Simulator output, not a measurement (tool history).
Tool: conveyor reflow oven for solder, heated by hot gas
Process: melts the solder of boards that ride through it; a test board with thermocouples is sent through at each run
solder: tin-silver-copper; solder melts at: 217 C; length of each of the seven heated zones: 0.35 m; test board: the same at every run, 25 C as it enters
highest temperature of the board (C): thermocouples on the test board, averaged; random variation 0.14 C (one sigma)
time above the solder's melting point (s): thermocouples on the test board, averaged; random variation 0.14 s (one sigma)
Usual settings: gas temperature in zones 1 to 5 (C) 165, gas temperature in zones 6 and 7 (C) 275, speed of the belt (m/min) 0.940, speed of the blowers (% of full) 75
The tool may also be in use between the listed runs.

run   hour  gas temperature in zones 1 to 5 (C)  gas temperature in zones 6 and 7 (C)  speed of the belt (m/min)  speed of the blowers (% of full)  highest temperature of the board (C)  time above the solder's melting point (s)
  1    0.0                                  165                                   275                      0.940                                75                                 253.0                                       31.2
  2   10.6                                  150                                   275                      0.940                                75                                 250.0                                       27.5
  3   26.7                                  165                                   275                      0.940                                60                                 247.7                                       28.1
  4   47.3                                  156                                   275                      0.940                                75                                 251.0                                       28.9
  5   57.0                                  156                                   275                      0.940                                75                                 250.8                                       28.7
  6   67.7                                  156                                   275                      0.940                                75                                 250.6                                       28.9
  7   81.8                                  156                                   275                      0.940                                75                                 250.5                                       28.7
  8  103.5                                  165                                   275                      0.823                                75                                 257.5                                       38.4
  9  115.0                                  166                                   275                      0.918                                62                                 249.5                                       29.9
 10  124.0                                  166                                   275                      0.918                                62                                 249.4                                       30.1
 11  138.3                                  161                                   277                      0.940                                75                                 252.9                                       30.7
 12  152.4                                  161                                   277                      0.940                                75                                 253.0                                       30.5
 13  167.0                                  161                                   284                      0.848                                75                                 263.6                                       38.8
 14  188.0                                  161                                   284                      0.848                                75                                 263.2                                       38.4

Forecast each of these 3 alternatives for the next run:
  A  206.5                                  165                                   266                      0.940                                74                                     ?                                          ?
  B  206.5                                  161                                   263                      0.861                                61                                     ?                                          ?
  C  206.5                                  165                                   265                      0.926                                75                                     ?                                          ?

run  highest temperature of the board (C)  time above the solder's melting point (s)
  A                                 244.0                                       27.0
  B                                 240.2                                       25.8
  C                                 244.1                                       27.4
Without the tool's hidden state the same runs would have given:
run  highest temperature of the board (C)  time above the solder's melting point (s)
  A                                 245.4                                       27.9
  B                                 241.4                                       26.8
  C                                 245.5                                       28.3

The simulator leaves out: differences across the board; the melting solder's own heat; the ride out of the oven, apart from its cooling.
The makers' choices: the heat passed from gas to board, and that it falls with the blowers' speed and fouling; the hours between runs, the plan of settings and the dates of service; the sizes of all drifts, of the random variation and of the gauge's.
